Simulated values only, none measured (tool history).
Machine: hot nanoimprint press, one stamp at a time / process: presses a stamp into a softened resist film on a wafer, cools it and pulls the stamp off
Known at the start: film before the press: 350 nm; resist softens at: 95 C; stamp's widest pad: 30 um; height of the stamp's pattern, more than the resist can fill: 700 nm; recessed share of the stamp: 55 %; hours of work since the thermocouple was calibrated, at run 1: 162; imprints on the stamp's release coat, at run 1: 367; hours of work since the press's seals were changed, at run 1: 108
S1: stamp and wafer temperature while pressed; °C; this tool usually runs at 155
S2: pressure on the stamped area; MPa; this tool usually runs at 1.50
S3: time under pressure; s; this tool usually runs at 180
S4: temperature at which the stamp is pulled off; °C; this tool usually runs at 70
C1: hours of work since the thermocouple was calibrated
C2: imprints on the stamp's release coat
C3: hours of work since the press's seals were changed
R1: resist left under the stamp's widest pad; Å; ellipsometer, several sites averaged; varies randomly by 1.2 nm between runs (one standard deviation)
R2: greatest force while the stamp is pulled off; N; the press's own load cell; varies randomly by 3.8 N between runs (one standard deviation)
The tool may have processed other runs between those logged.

{"run": 1, "hour": 0.0, "S1": 155, "S2": 1.5, "S3": 180, "S4": 70, "C1": 162, "C2": 367, "C3": 108, "R1": 1783, "R2": 199}
{"run": 2, "hour": 9.6, "S1": 155, "S2": 1.5, "S3": 180, "S4": 70, "C1": 168, "C2": 386, "C3": 114, "R1": 1822, "R2": 206}
{"run": 3, "hour": 30.8, "S1": 155, "S2": 1.5, "S3": 180, "S4": 70, "C1": 180, "C2": 428, "C3": 126, "R1": 1800, "R2": 207}
{"run": 4, "hour": 40.3, "S1": 155, "S2": 1.5, "S3": 180, "S4": 70, "C1": 186, "C2": 447, "C3": 132, "R1": 1792, "R2": 202}
{"run": 5, "hour": 62.7, "S1": 155, "S2": 1.5, "S3": 180, "S4": 70, "C1": 199, "C2": 491, "C3": 145, "R1": 1804, "R2": 208}
{"run": 6, "hour": 73.2, "S1": 155, "S2": 1.5, "S3": 180, "S4": 70, "C1": 206, "C2": 511, "C3": 152, "R1": 1802, "R2": 217}
{"hour": 87.2, "done": "stamp cleaned and given a new release coat"}
{"run": 7, "hour": 98.5, "S1": 155, "S2": 1.5, "S3": 180, "S4": 70, "C1": 217, "C2": 22, "C3": 163, "R1": 1788, "R2": 177}
{"run": 8, "hour": 112.8, "S1": 155, "S2": 1.5, "S3": 180, "S4": 70, "C1": 226, "C2": 51, "C3": 172, "R1": 1801, "R2": 189}
{"run": 9, "hour": 128.5, "S1": 155, "S2": 1.5, "S3": 180, "S4": 70, "C1": 235, "C2": 81, "C3": 181, "R1": 1783, "R2": 181}
{"run": 10, "hour": 137.6, "S1": 155, "S2": 1.5, "S3": 180, "S4": 70, "C1": 241, "C2": 99, "C3": 187, "R1": 1775, "R2": 195}
{"run": 11, "hour": 148.2, "S1": 155, "S2": 1.5, "S3": 180, "S4": 70, "C1": 247, "C2": 120, "C3": 193, "R1": 1785, "R2": 188}
{"run": 12, "hour": 167.7, "S1": 155, "S2": 1.5, "S3": 154, "S4": 70, "C1": 259, "C2": 159, "C3": 205, "R1": 1886, "R2": 189}
{"run": 13, "hour": 183.4, "S1": 155, "S2": 1.5, "S3": 151, "S4": 66, "C1": 268, "C2": 189, "C3": 214, "R1": 1890, "R2": 193}
{"run": 14, "hour": 197.0, "S1": 155, "S2": 1.65, "S3": 180, "S4": 75, "C1": 276, "C2": 216, "C3": 222, "R1": 1713, "R2": 184}
{"run": 15, "hour": 207.8, "S1": 155, "S2": 2.39, "S3": 176, "S4": 59, "C1": 283, "C2": 237, "C3": 229, "R1": 1456, "R2": 200}
{"run": 16, "hour": 221.0, "S1": 154, "S2": 1.13, "S3": 195, "S4": 77, "C1": 291, "C2": 264, "C3": 236, "R1": 2024, "R2": 187}
{"run": 17, "hour": 231.6, "S1": 156, "S2": 1.39, "S3": 246, "S4": 74, "C1": 297, "C2": 285, "C3": 243, "R1": 1554, "R2": 187}
{"run": 18, "hour": 253.7, "S1": 153, "S2": 1.39, "S3": 140, "S4": 63, "C1": 310, "C2": 328, "C3": 256, "R1": 2144, "R2": 205}
{"run": 19, "hour": 273.0, "S1": 153, "S2": 1.39, "S3": 140, "S4": 63, "C1": 322, "C2": 366, "C3": 267, "R1": 2136, "R2": 207}
{"run": 20, "hour": 285.7, "S1": 155, "S2": 1.5, "S3": 350, "S4": 70, "C1": 329, "C2": 391, "C3": 275, "R1": 1368, "R2": 204}

What if the next run were any one of these 5? Each begins from the tool's condition after run 20:
{"run": "A", "hour": 300.3, "S1": 155, "S2": 1.35, "S3": 180, "S4": 70, "C1": 338, "C2": 420, "C3": 284, "R1": "?", "R2": "?"}
{"run": "B", "hour": 300.3, "S1": 155, "S2": 1.01, "S3": 163, "S4": 58, "C1": 338, "C2": 420, "C3": 284, "R1": "?", "R2": "?"}
{"run": "C", "hour": 300.3, "S1": 151, "S2": 1.19, "S3": 350, "S4": 70, "C1": 338, "C2": 420, "C3": 284, "R1": "?", "R2": "?"}
{"run": "D", "hour": 300.3, "S1": 155, "S2": 1.27, "S3": 181, "S4": 76, "C1": 338, "C2": 420, "C3": 284, "R1": "?", "R2": "?"}
{"run": "E", "hour": 300.3, "S1": 155, "S2": 1.5, "S3": 350, "S4": 76, "C1": 338, "C2": 420, "C3": 284, "R1": "?", "R2": "?"}

run=A R1=1843 R2=207
run=B R1=2120 R2=214
run=C R1=1803 R2=205
run=D R1=1882 R2=196
run=E R1=1373 R2=198
Without the tool's unlogged condition, the same runs would have read:
run=A R1=1975 R2=183
run=B R1=2255 R2=189
run=C R1=1945 R2=181
run=D R1=2015 R2=173
run=E R1=1488 R2=175
